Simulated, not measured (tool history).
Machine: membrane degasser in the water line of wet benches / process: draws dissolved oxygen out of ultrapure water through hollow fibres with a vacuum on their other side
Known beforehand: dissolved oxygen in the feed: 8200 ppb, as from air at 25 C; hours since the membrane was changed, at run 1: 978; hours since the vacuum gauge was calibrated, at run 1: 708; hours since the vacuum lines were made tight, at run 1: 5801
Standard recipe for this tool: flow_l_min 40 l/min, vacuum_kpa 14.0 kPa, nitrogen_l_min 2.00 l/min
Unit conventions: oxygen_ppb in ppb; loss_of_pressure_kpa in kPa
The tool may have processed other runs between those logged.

run	hour	flow_l_min	vacuum_kpa	nitrogen_l_min	hours since the membrane was changed	hours since the vacuum gauge was calibrated	hours since the vacuum lines were made tight	oxygen_ppb	loss_of_pressure_kpa
1	0.0	40	14.0	2.00	978	708	5801	678.4	64.62
2	37.8	40	14.0	2.00	1015	746	5838	680.1	64.95
3	85.3	40	14.0	2.00	1063	793	5886	695.6	65.21
4	120.9	40	14.0	2.00	1099	829	5921	684.9	64.90
5	175.4	40	14.0	2.00	1153	884	5976	692.3	65.22
6	233.8	40	14.0	2.00	1212	942	6034	691.9	64.93
7	281.7	40	14.0	1.09	1259	990	6082	965.7	65.15
8	341.8	40	14.0	1.15	1319	1050	6142	946.3	64.92
9	396.8	40	14.0	1.15	1374	1105	6197	938.1	65.22
10	436.2	40	14.0	1.15	1414	1144	6237	939.5	64.87
11	497.9	40	14.0	1.91	1476	1206	6298	705.4	65.34
12	529.4	40	14.0	1.91	1507	1238	6330	709.6	65.56
13	587.1	40	14.0	1.91	1565	1295	6388	715.9	65.47
14	627.9	40	14.0	1.91	1606	1336	6428	705.8	65.56
15	659.1	40	14.0	2.00	1637	1367	6460	696.4	65.19
16	718.5	40	14.0	2.00	1696	1427	6519	684.7	65.63
17	746.7	40	8.8	5.79	1724	1455	6547	345.9	65.55
18	789.8	45	22.2	3.21	1767	1498	6590	829.2	73.26
19	825.1	45	14.0	2.00	1803	1533	6626	780.4	73.44
# hour 830.5: vacuum gauge calibrated
20	858.7	38	19.4	1.26	1836	28	6659	1152.8	61.99
21	926.1	40	19.6	2.00	1903	96	6726	905.5	65.37
22	990.0	49	19.6	1.01	1967	160	6790	1575.4	80.04
23	1024.8	49	19.6	1.01	2002	194	6825	1599.6	80.14
24	1058.0	49	19.6	1.01	2035	228	6858	1580.9	80.35
# hour 1097.6: vacuum gauge calibrated, once more
25	1114.4	40	11.2	1.43	2091	17	6914	690.9	65.44
26	1158.8	30	11.2	1.43	2135	61	6958	528.1	49.46
27	1196.6	30	11.2	1.43	2173	99	6996	528.4	49.21
28	1224.0	57	18.7	2.52	2201	126	7024	1038.6	93.31
29	1254.9	57	18.7	2.52	2232	157	7054	1054.8	93.18
30	1322.9	57	18.7	2.52	2300	225	7122	1045.0	93.07
31	1383.9	57	18.7	2.52	2361	286	7183	1050.2	93.72

Estimate the outcome of run 32 from the log above:
32	1440.8	33	18.6	3.58	2417	343	7240	?	?

For run 32 the tool returned oxygen_ppb 516.1 ppb, loss_of_pressure_kpa 54.48 kPa.
Were there no unlogged condition in the tool, this run, its random variation unchanged, would have produced oxygen_ppb 498.4 ppb, loss_of_pressure_kpa 53.40 kPa.
